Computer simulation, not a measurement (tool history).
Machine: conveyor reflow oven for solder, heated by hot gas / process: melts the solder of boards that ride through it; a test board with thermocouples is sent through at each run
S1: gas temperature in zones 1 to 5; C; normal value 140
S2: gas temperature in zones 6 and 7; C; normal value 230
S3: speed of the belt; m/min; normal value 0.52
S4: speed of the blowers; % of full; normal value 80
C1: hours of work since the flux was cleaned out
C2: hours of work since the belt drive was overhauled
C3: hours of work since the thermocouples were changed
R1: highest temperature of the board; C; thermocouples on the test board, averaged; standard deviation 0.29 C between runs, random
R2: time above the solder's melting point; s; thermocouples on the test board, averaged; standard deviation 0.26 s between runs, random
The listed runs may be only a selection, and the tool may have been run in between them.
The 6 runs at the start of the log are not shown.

run,day,S1,S2,S3,S4,C1,C2,C3,R1,R2
7,1.896,140,244,0.52,80,145,138,500,229.6,69.9
8,2.204,140,244,0.52,80,149,143,504,229.5,69.8
9,2.442,140,244,0.52,80,153,146,508,229.7,69.9
10,2.696,140,244,0.52,80,156,149,511,229.7,70.2
11,2.938,140,230,0.479,80,159,153,515,219.3,69.3
12,3.35,140,230,0.578,80,165,158,520,213.4,52
13,3.554,140,230,0.533,80,168,161,523,216.4,59.9
14,3.821,140,230,0.533,80,172,165,527,216.4,59.5
15,4.008,140,230,0.52,80,174,168,529,217.3,61.5
16,4.371,140,230,0.52,80,179,173,534,216.6,61.8
17,4.796,140,230,0.458,82,185,178,540,220.6,73.8
18,5.146,140,230,0.458,82,190,183,545,220.5,74
19,5.346,136,223,0.469,82,193,186,548,213.4,64.3
20,5.7,140,230,0.498,63,198,191,553,215,62.7
21,5.95,140,230,0.608,80,201,194,556,212.2,47.5
22,6.379,125,224,0.608,80,207,200,562,204.2,34.9
23,6.617,125,224,0.608,80,210,204,565,203.6,35.2
24,7.038,152,226,0.608,80,216,209,571,210.6,51.7
25,7.288,152,226,0.554,75,219,213,575,212.8,59.2
26,7.475,148,241,0.554,75,222,215,577,225.7,65.6
27,7.742,129,230,0.475,80,226,219,581,217.2,64.7
28,8.054,129,230,0.475,80,230,223,585,217.6,64.1
29,8.396,140,230,0.556,67,235,228,590,212.5,52.5
30,8.583,140,238,0.556,67,237,231,593,218.9,58.6

Below are 5 alternative next runs, each starting from the tool's condition after run 30. Predict each:
A,8.792,140,241,0.556,67,240,234,595,?,?
B,8.792,140,239,0.547,67,240,234,595,?,?
C,8.792,143,219,0.598,67,240,234,595,?,?
D,8.792,140,229,0.544,81,240,234,595,?,?
E,8.792,149,238,0.556,62,240,234,595,?,?

run,R1,R2
A,221.7,60.5
B,221.3,60.3
C,201.3,38.4
D,214.9,56.7
E,220.3,62.2
Without the tool's unlogged condition, the same runs would have read:
run,R1,R2
A,222.8,61.5
B,222.2,61.3
C,202.1,40.1
D,215.8,57.9
E,221,63

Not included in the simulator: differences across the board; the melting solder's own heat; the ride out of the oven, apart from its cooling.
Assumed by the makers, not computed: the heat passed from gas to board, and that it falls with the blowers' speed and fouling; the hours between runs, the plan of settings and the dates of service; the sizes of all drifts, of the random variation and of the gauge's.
